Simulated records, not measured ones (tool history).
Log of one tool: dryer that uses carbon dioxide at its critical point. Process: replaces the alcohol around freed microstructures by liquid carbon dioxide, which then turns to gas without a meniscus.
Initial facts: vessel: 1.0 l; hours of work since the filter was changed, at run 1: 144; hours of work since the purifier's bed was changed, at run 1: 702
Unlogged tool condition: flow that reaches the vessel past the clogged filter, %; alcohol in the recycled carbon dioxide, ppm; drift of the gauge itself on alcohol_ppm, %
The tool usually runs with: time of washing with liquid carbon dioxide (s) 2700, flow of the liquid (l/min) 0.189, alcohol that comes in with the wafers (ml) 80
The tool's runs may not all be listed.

run   hour  time of washing with liquid carbon dioxide (s)  flow of the liquid (l/min)  alcohol that comes in with the wafers (ml)  hours of work since the filter was changed  hours of work since the purifier's bed was changed  alcohol left in the vessel before it's heated (ppm by volume)
  1      0                                            2700                       0.189                                          80                                         144                                                 702                                                            408
  2   61.5                                            2700                       0.189                                          80                                         182                                                 740                                                            465
      94.2  -- inlet filter changed
  3  111.1                                            3060                       0.189                                          80                                          10                                                 770                                                            205
  4  140.7                                            3060                       0.189                                          80                                          29                                                 788                                                            213
  5  201.9                                            3060                       0.189                                          80                                          66                                                 826                                                            240
  6  241.1                                            3060                       0.189                                          80                                          90                                                 850                                                            248
  7  294.1                                            2700                       0.189                                          65                                         123                                                 882                                                            372
     325.8  -- purifier's bed changed
  8  325.8                                            2700                       0.189                                          65                                         140                                                   0                                                            233
  9  368.7                                            2700                       0.189                                          80                                         167                                                  26                                                            346
 10  417.1                                            2700                       0.271                                          80                                         196                                                  56                                                             42
     424.7  -- inlet filter changed
 11  474.1                                            3300                       0.268                                          36                                          30                                                  90                                                             25
 12  525.8                                            3720                       0.213                                          52                                          62                                                 122                                                             27
 13  558.1                                            3720                       0.213                                          52                                          82                                                 142                                                             36
 14  600.2                                            3720                       0.213                                          52                                         108                                                 168                                                             36
 15  634.3                                            2700                       0.197                                          80                                         129                                                 189                                                            244
 16  668.3                                            2700                       0.197                                          80                                         150                                                 210                                                            276

For run 17, what comes out?
 17  711.5                                            2700                       0.134                                          24                                         176                                                 236                                                              ?

alcohol left in the vessel before it's heated (ppm by volume): 553
The same run, on a tool lacking any hidden state, would have yielded alcohol left in the vessel before it's heated (ppm by volume) 295.
